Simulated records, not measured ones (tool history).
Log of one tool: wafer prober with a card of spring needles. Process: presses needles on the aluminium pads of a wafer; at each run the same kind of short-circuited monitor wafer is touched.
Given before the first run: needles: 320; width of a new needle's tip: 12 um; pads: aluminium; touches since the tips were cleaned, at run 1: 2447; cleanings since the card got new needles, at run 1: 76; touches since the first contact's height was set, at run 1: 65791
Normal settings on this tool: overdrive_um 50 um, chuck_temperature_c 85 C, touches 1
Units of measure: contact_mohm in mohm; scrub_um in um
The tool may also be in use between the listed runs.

| run | hour | overdrive_um | chuck_temperature_c | touches | touches since the tips were cleaned | cleanings since the card got new needles | touches since the first contact's height was set | contact_mohm | scrub_um |
|---|---|---|---|---|---|---|---|---|---|
| 1 | 0.0 | 50 | 85 | 1 | 2447 | 76 | 65791 | 182 | 8.84 |
|  | 3.8 | tips cleaned on abrasive film |
|  | 12.2 | tips cleaned on abrasive film |
| 2 | 12.2 | 50 | 85 | 1 | 0 | 78 | 71930 | 146 | 8.81 |
|  | 19.7 | tips cleaned on abrasive film |
|  | 27.8 | tips cleaned on abrasive film |
| 3 | 31.8 | 50 | 85 | 1 | 2054 | 80 | 81802 | 180 | 8.75 |
|  | 35.6 | tips cleaned on abrasive film |
|  | 44.5 | tips cleaned on abrasive film |
| 4 | 46.2 | 50 | 85 | 2 | 888 | 82 | 89042 | 157 | 8.73 |
|  | 52.0 | height of the first contact set anew |
|  | 53.9 | tips cleaned on abrasive film |
|  | 62.8 | tips cleaned on abrasive film |
| 5 | 69.7 | 50 | 85 | 2 | 3473 | 84 | 8898 | 176 | 8.61 |
|  | 71.6 | tips cleaned on abrasive film |
|  | 79.6 | tips cleaned on abrasive film |
| 6 | 83.9 | 50 | 85 | 2 | 2220 | 86 | 16079 | 171 | 8.62 |
|  | 87.6 | tips cleaned on abrasive film |
|  | 96.7 | tips cleaned on abrasive film |
|  | 105.3 | tips cleaned on abrasive film |
| 7 | 109.3 | 50 | 85 | 1 | 2042 | 89 | 28850 | 188 | 8.57 |
|  | 114.0 | tips cleaned on abrasive film |
|  | 122.6 | tips cleaned on abrasive film |
|  | 131.4 | tips cleaned on abrasive film |
| 8 | 138.0 | 50 | 85 | 1 | 3376 | 92 | 43313 | 196 | 8.50 |
|  | 139.9 | tips cleaned on abrasive film |
|  | 149.1 | tips cleaned on abrasive film |
|  | 157.1 | tips cleaned on abrasive film |
| 9 | 157.1 | 50 | 85 | 1 | 0 | 95 | 52918 | 146 | 8.44 |
|  | 166.4 | tips cleaned on abrasive film |
|  | 174.9 | tips cleaned on abrasive film |
| 10 | 180.9 | 50 | 85 | 1 | 3024 | 97 | 64913 | 198 | 8.38 |
|  | 182.8 | tips cleaned on abrasive film |
|  | 184.9 | height of the first contact set anew, once more |
|  | 191.9 | tips cleaned on abrasive film |
|  | 200.5 | tips cleaned on abrasive film |
| 11 | 207.8 | 50 | 85 | 1 | 3722 | 100 | 11571 | 197 | 9.04 |
|  | 209.2 | tips cleaned on abrasive film |
|  | 217.5 | tips cleaned on abrasive film |
|  | 226.2 | tips cleaned on abrasive film |
| 12 | 233.2 | 50 | 85 | 1 | 3548 | 103 | 24346 | 197 | 9.01 |
|  | 234.8 | tips cleaned on abrasive film |
|  | 243.4 | tips cleaned on abrasive film |
| 13 | 245.7 | 50 | 85 | 2 | 1143 | 105 | 30603 | 157 | 8.97 |
|  | 251.0 | tips cleaned on abrasive film |
|  | 259.3 | tips cleaned on abrasive film |
|  | 267.8 | tips cleaned on abrasive film |
| 14 | 269.0 | 50 | 85 | 2 | 621 | 108 | 42355 | 155 | 8.92 |
|  | 275.8 | tips cleaned on abrasive film |
|  | 285.1 | tips cleaned on abrasive film |
| 15 | 285.1 | 47 | 34 | 2 | 14 | 110 | 50446 | 137 | 8.33 |
|  | 294.2 | tips cleaned on abrasive film |
|  | 302.0 | tips cleaned on abrasive film |
|  | 310.5 | tips cleaned on abrasive film |
| 16 | 312.9 | 51 | 34 | 2 | 1241 | 113 | 64472 | 156 | 8.99 |
|  | 318.3 | tips cleaned on abrasive film |
|  | 325.7 | tips cleaned on abrasive film |
| 17 | 326.7 | 68 | 30 | 2 | 498 | 115 | 71382 | 138 | 12.04 |
|  | 334.1 | tips cleaned on abrasive film |
|  | 342.0 | tips cleaned on abrasive film |
| 18 | 346.7 | 52 | 85 | 1 | 2383 | 117 | 81493 | 185 | 9.12 |
|  | 350.5 | tips cleaned on abrasive film |
|  | 359.3 | tips cleaned on abrasive film |
| 19 | 361.4 | 52 | 34 | 3 | 1055 | 119 | 88879 | 146 | 9.10 |
|  | 366.8 | tips cleaned on abrasive film |
|  | 368.8 | height of the first contact set anew |
|  | 375.5 | tips cleaned on abrasive film |
| 20 | 375.5 | 35 | 85 | 1 | 0 | 121 | 3375 | 155 | 6.32 |
|  | 384.3 | tips cleaned on abrasive film |
|  | 393.3 | tips cleaned on abrasive film |
| 21 | 394.2 | 57 | 101 | 2 | 483 | 123 | 12796 | 149 | 10.31 |
|  | 401.6 | tips cleaned on abrasive film |
|  | 410.3 | tips cleaned on abrasive film |
| 22 | 416.3 | 45 | 38 | 2 | 3044 | 125 | 23941 | 176 | 8.07 |
|  | 418.2 | tips cleaned on abrasive film |
|  | 426.8 | tips cleaned on abrasive film |
|  | 434.2 | tips cleaned on abrasive film |
| 23 | 438.8 | 31 | 76 | 2 | 2340 | 128 | 35263 | 221 | 5.49 |
|  | 441.9 | tips cleaned on abrasive film |
|  | 449.4 | tips cleaned on abrasive film |
|  | 458.0 | tips cleaned on abrasive film |
|  | 466.4 | tips cleaned on abrasive film |
| 24 | 468.3 | 31 | 76 | 2 | 966 | 132 | 50101 | 196 | 5.41 |
|  | 475.2 | tips cleaned on abrasive film |
|  | 483.9 | tips cleaned on abrasive film |
|  | 492.8 | tips cleaned on abrasive film |
| 25 | 498.0 | 50 | 43 | 3 | 2650 | 135 | 65085 | 156 | 8.79 |
|  | 500.8 | tips cleaned on abrasive film |
|  | 509.0 | tips cleaned on abrasive film |
|  | 516.7 | tips cleaned on abrasive film |
| 26 | 518.6 | 68 | 29 | 1 | 949 | 138 | 75423 | 152 | 12.04 |
|  | 525.8 | tips cleaned on abrasive film |
|  | 534.3 | tips cleaned on abrasive film |
|  | 542.6 | tips cleaned on abrasive film |
| 27 | 545.8 | 35 | 28 | 1 | 1637 | 141 | 89125 | 231 | 5.97 |
|  | 550.4 | tips cleaned on abrasive film |
|  | 552.5 | height of the first contact set anew |
|  | 559.0 | tips cleaned on abrasive film |
| 28 | 559.0 | 35 | 28 | 3 | 0 | 143 | 3280 | 143 | 6.34 |

Here are 5 independent what-if runs from the current tool condition. What would each one return?
|  | 566.7 | tips cleaned on abrasive film |
|  | 574.7 | tips cleaned on abrasive film |
|  | 583.1 | tips cleaned on abrasive film |
| A | 586.9 | 50 | 85 | 2 | 1948 | 146 | 17324 | ? | ? |
|  | 566.7 | tips cleaned on abrasive film |
|  | 574.7 | tips cleaned on abrasive film |
|  | 583.1 | tips cleaned on abrasive film |
| B | 586.9 | 54 | 76 | 1 | 1948 | 146 | 17324 | ? | ? |
|  | 566.7 | tips cleaned on abrasive film |
|  | 574.7 | tips cleaned on abrasive film |
|  | 583.1 | tips cleaned on abrasive film |
| C | 586.9 | 35 | 116 | 3 | 1948 | 146 | 17324 | ? | ? |
|  | 566.7 | tips cleaned on abrasive film |
|  | 574.7 | tips cleaned on abrasive film |
|  | 583.1 | tips cleaned on abrasive film |
| D | 586.9 | 39 | 85 | 1 | 1948 | 146 | 17324 | ? | ? |
|  | 566.7 | tips cleaned on abrasive film |
|  | 574.7 | tips cleaned on abrasive film |
|  | 583.1 | tips cleaned on abrasive film |
| E | 586.9 | 37 | 27 | 2 | 1948 | 146 | 17324 | ? | ? |

| run | contact_mohm | scrub_um |
|---|---|---|
| A | 167 | 9.03 |
| B | 178 | 9.75 |
| C | 179 | 6.32 |
| D | 211 | 7.02 |
| E | 188 | 6.64 |
Take away the tool's hidden state, keep each run's random variation, and the runs would have read:
| run | contact_mohm | scrub_um |
|---|---|---|
| A | 140 | 9.08 |
| B | 140 | 9.80 |
| C | 148 | 6.37 |
| D | 142 | 7.08 |
| E | 137 | 6.70 |
